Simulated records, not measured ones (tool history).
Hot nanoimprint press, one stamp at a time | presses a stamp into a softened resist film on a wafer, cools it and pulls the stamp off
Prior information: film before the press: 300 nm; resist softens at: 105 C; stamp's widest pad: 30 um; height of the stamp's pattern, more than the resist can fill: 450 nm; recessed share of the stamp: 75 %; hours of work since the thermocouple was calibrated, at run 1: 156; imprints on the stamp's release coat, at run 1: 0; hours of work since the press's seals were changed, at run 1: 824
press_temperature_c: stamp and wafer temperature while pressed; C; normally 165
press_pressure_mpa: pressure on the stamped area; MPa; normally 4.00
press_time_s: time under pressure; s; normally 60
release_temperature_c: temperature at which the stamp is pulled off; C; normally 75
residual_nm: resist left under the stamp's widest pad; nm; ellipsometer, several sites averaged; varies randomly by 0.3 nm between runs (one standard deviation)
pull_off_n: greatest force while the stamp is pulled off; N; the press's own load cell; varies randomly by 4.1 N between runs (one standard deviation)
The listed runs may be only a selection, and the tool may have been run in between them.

run     day  press_temperature_c  press_pressure_mpa  press_time_s  release_temperature_c  hours of work since the thermocouple was calibrated  imprints on the stamp's release coat  hours of work since the press's seals were changed  residual_nm  pull_off_n
  1   0.000                  165                4.00            60                     75                                                  156                                     0                                                 824        173.8         197
  2   0.988                  165                4.00            60                     68                                                  167                                    67                                                 834        173.1         224
      1.442  -- press's hydraulic seals changed and the load cell set to zero
  3   3.292                  165                4.00            60                     68                                                  188                                   202                                                  20        168.7         235
  4   4.683                  161                4.00            60                     75                                                  203                                   297                                                  35        196.3         214
  5   6.008                  161                4.00            60                     75                                                  218                                   387                                                  49        195.9         208
  6   7.171                  165                3.22            60                     75                                                  230                                   467                                                  62        182.6         214
  7   8.592                  165                3.22            60                     75                                                  245                                   564                                                  77        182.8         216
  8   9.667                  165                3.22            60                     75                                                  257                                   637                                                  89        183.2         222
  9  11.588                  165                3.22            60                     75                                                  278                                   768                                                 109        181.8         227
     13.229  -- plate thermocouple calibrated
 10  13.446                  165                3.22            60                     75                                                    2                                   886                                                 128        186.0         232
 11  14.892                  165                4.00            60                     75                                                   18                                   985                                                 144        170.8         233
 12  15.925                  165                4.00            46                     75                                                   29                                  1055                                                 155        186.0         249
 13  17.192                  174                2.69            33                     65                                                   43                                  1142                                                 168        173.3         274
 14  18.504                  165                4.00            55                     75                                                   57                                  1231                                                 183        175.0         249
 15  19.883                  165                4.00            42                     75                                                   72                                  1325                                                 197        190.0         252
 16  20.971                  165                4.00            42                     75                                                   83                                  1400                                                 209        189.4         261
 17  22.438                  165                4.00            42                     75                                                   99                                  1500                                                 225        190.1         263
 18  23.708                  166                3.12            96                     82                                                  113                                  1586                                                 239        154.9         248
 19  24.821                  167                4.04            80                     61                                                  125                                  1662                                                 251        140.5         324
 20  25.700                  167                4.04            80                     61                                                  134                                  1722                                                 260        141.3         320
 21  27.658                  177                4.82            80                     61                                                  156                                  1856                                                 281         82.9         333
 22  28.812                  156                4.00            49                     75                                                  168                                  1935                                                 294        239.7         276
 23  29.771                  156                4.00           104                     74                                                  178                                  2000                                                 304        204.4         292
     30.146  -- stamp cleaned and given a new release coat
 24  30.867                  170                4.37            36                     75                                                  188                                    50                                                 313        158.4         199

Branching from run 24: 5 alternative next runs. What would each branch give?
  A  32.554                  165                4.00            37                     75                                                  206                                   165                                                 331            ?           ?
  B  32.554                  173                4.00            60                     75                                                  206                                   165                                                 331            ?           ?
  C  32.554                  170                2.52            77                     70                                                  206                                   165                                                 331            ?           ?
  D  32.554                  160                3.66            60                     75                                                  206                                   165                                                 331            ?           ?
  E  32.554                  170                4.00            47                     63                                                  206                                   165                                                 331            ?           ?

run  residual_nm  pull_off_n
  A        194.8         208
  B        120.8         202
  C        154.2         221
  D        209.0         208
  E        149.7         244
With no hidden state in the tool, these same runs would have given:
run  residual_nm  pull_off_n
  A        197.1         203
  B        122.4         197
  C        156.7         216
  D        211.6         203
  E        151.7         238
